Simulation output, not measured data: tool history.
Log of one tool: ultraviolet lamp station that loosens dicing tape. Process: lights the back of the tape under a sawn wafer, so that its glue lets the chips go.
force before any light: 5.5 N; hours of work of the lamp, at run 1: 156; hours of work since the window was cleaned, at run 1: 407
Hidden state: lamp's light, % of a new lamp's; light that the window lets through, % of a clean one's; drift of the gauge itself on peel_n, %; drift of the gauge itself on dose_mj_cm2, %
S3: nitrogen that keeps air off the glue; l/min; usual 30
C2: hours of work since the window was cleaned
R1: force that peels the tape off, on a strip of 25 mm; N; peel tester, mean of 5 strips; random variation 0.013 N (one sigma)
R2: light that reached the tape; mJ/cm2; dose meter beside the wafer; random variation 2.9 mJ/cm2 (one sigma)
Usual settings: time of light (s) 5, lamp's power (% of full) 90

Run 1, day 0.000: usual settings; hours of work of the lamp 156; C2 407. Result: R1 0.612 N, R2 414 mJ/cm2.
Run 2, day 1.196: usual settings; hours of work of the lamp 172; C2 423. Result: R1 0.592 N, R2 417 mJ/cm2.
Run 3, day 2.029: usual settings; hours of work of the lamp 183; C2 434. Result: R1 0.580 N, R2 418 mJ/cm2.
At day 2.667: window cleaned of glue's vapour.
Run 4, day 3.679: usual settings; hours of work of the lamp 204; C2 13. Result: R1 0.622 N, R2 413 mJ/cm2.
Run 5, day 5.158: usual settings but S3 38 l/min; hours of work of the lamp 223; C2 33. Result: R1 0.536 N, R2 416 mJ/cm2.
Run 6, day 6.396: usual settings but S3 38 l/min; hours of work of the lamp 240; C2 49. Result: R1 0.544 N, R2 415 mJ/cm2.
Run 7, day 7.400: usual settings but lamp's power (% of full) 64, S3 38 l/min; hours of work of the lamp 253; C2 62. Result: R1 0.931 N, R2 299 mJ/cm2.
Run 8, day 8.417: usual settings but time of light (s) 3, lamp's power (% of full) 72, S3 15 l/min; hours of work of the lamp 266; C2 75. Result: R1 2.066 N, R2 198 mJ/cm2.
Run 9, day 9.550: usual settings but time of light (s) 10, lamp's power (% of full) 68, S3 14 l/min; hours of work of the lamp 281; C2 90. Result: R1 0.411 N, R2 626 mJ/cm2.
Run 10, day 10.267: usual settings but lamp's power (% of full) 87, S3 47 l/min; hours of work of the lamp 290; C2 99. Result: R1 0.533 N, R2 405 mJ/cm2.
Run 11, day 11.608: usual settings but time of light (s) 2, lamp's power (% of full) 63, S3 47 l/min; hours of work of the lamp 308; C2 117. Result: R1 2.553 N, R2 122 mJ/cm2.
Run 12, day 12.567: usual settings but time of light (s) 2, lamp's power (% of full) 82, S3 16 l/min; hours of work of the lamp 320; C2 129. Result: R1 2.577 N, R2 153 mJ/cm2.
Run 13, day 13.517: usual settings but time of light (s) 2, lamp's power (% of full) 62, S3 35 l/min; hours of work of the lamp 333; C2 142. Result: R1 2.651 N, R2 118 mJ/cm2.

4 ways to go on from here, each from the tool as it stands after run 13. What would each give?
Run A, day 14.958: usual settings but time of light (s) 7, lamp's power (% of full) 81, S3 16 l/min; hours of work of the lamp 351; C2 161. Result: R1 ?, R2 ?.
Run B, day 14.958: usual settings but time of light (s) 8, lamp's power (% of full) 62, S3 24 l/min; hours of work of the lamp 351; C2 161. Result: R1 ?, R2 ?.
Run C, day 14.958: usual settings but lamp's power (% of full) 93, S3 31 l/min; hours of work of the lamp 351; C2 161. Result: R1 ?, R2 ?.
Run D, day 14.958: usual settings but S3 15 l/min; hours of work of the lamp 351; C2 161. Result: R1 ?, R2 ?.

run     R1   R2
  A  0.549  529
  B  0.548  452
  C  0.541  429
  D  0.776  422
Without the tool's hidden state the same runs would have given:
run     R1   R2
  A  0.547  530
  B  0.546  453
  C  0.540  430
  D  0.773  423

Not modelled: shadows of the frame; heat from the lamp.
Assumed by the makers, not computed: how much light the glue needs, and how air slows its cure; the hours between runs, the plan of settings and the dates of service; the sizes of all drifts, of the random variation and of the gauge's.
